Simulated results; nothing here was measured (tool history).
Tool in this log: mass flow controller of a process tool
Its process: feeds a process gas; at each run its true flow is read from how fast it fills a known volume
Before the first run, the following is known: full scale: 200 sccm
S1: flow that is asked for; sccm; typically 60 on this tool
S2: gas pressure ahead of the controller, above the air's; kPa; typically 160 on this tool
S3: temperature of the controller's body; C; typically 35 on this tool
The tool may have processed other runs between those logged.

Run 1, hour 0.0: usual settings. Result: true flow (%) 98.47.
Run 2, hour 108.6: usual settings but S1 71 sccm. Result: true flow (%) 98.98.
Run 3, hour 293.8: usual settings but S1 71 sccm. Result: true flow (%) 99.00.
Run 4, hour 450.2: usual settings but S1 71 sccm. Result: true flow (%) 98.89.
Run 5, hour 577.4: usual settings but S3 26 C. Result: true flow (%) 98.88.
Run 6, hour 781.1: usual settings but S3 26 C. Result: true flow (%) 98.96.
Run 7, hour 898.7: usual settings but S2 186 kPa, S3 26 C. Result: true flow (%) 98.69.
Run 8, hour 1017.2: usual settings but S2 186 kPa, S3 26 C. Result: true flow (%) 98.94.
Run 9, hour 1156.9: usual settings. Result: true flow (%) 98.41.
Run 10, hour 1283.4: usual settings. Result: true flow (%) 98.36.
Run 11, hour 1409.7: usual settings but S2 265 kPa. Result: true flow (%) 98.18.
Run 12, hour 1518.8: usual settings but S2 265 kPa. Result: true flow (%) 98.16.
Run 13, hour 1689.8: usual settings but S2 151 kPa. Result: true flow (%) 98.41.
Run 14, hour 1779.8: usual settings but S2 151 kPa. Result: true flow (%) 98.37.
Run 15, hour 1900.0: usual settings but S2 151 kPa. Result: true flow (%) 98.31.
Run 16, hour 2109.5: usual settings but S2 151 kPa. Result: true flow (%) 98.30.
Run 17, hour 2260.1: usual settings but S2 151 kPa. Result: true flow (%) 98.38.
Run 18, hour 2376.7: usual settings but S2 151 kPa. Result: true flow (%) 98.25.
Run 19, hour 2524.3: usual settings but S1 48 sccm, S2 272 kPa, S3 24 C. Result: true flow (%) 97.59.
Run 20, hour 2631.2: usual settings but S1 48 sccm, S2 272 kPa, S3 24 C. Result: true flow (%) 97.49.
Run 21, hour 2773.7: usual settings but S2 243 kPa, S3 22 C. Result: true flow (%) 98.60.
Run 22, hour 2866.5: usual settings but S3 39 C. Result: true flow (%) 98.17.
Run 23, hour 3063.8: usual settings but S2 150 kPa, S3 23 C. Result: true flow (%) 98.83.
Run 24, hour 3218.0: usual settings but S1 75 sccm, S3 26 C. Result: true flow (%) 99.42.
Run 25, hour 3355.9: usual settings but S1 75 sccm, S3 26 C. Result: true flow (%) 99.47.
At hour 3367.2: controller's zero set anew.
Run 26, hour 3537.3: usual settings but S1 75 sccm, S3 26 C. Result: true flow (%) 102.73.
Run 27, hour 3741.3: usual settings but S1 88 sccm, S3 32 C. Result: true flow (%) 102.48.
Run 28, hour 3859.2: usual settings but S3 25 C. Result: true flow (%) 102.86.
Run 29, hour 3961.0: usual settings but S1 140 sccm, S3 33 C. Result: true flow (%) 102.64.

Consider 5 possible next runs. They are alternatives, not a sequence: every one starts from the tool as it was left by run 29. What does each give?
Run A, hour 4171.4: usual settings but S1 67 sccm, S2 169 kPa, S3 33 C. Result: true flow (%) ?.
Run B, hour 4171.4: usual settings but S2 244 kPa, S3 21 C. Result: true flow (%) ?.
Run C, hour 4171.4: usual settings but S1 64 sccm. Result: true flow (%) ?.
Run D, hour 4171.4: usual settings but S1 97 sccm, S2 263 kPa, S3 21 C. Result: true flow (%) ?.
Run E, hour 4171.4: usual settings but S1 37 sccm. Result: true flow (%) ?.

run  true flow (%)
  A         102.39
  B         102.59
  C         102.26
  D         102.87
  E         102.02
The same runs, with their run-to-run variation unchanged, on a tool lacking any hidden condition would have given:
run  true flow (%)
  A          99.42
  B          99.66
  C          99.31
  D          99.82
  E          99.29
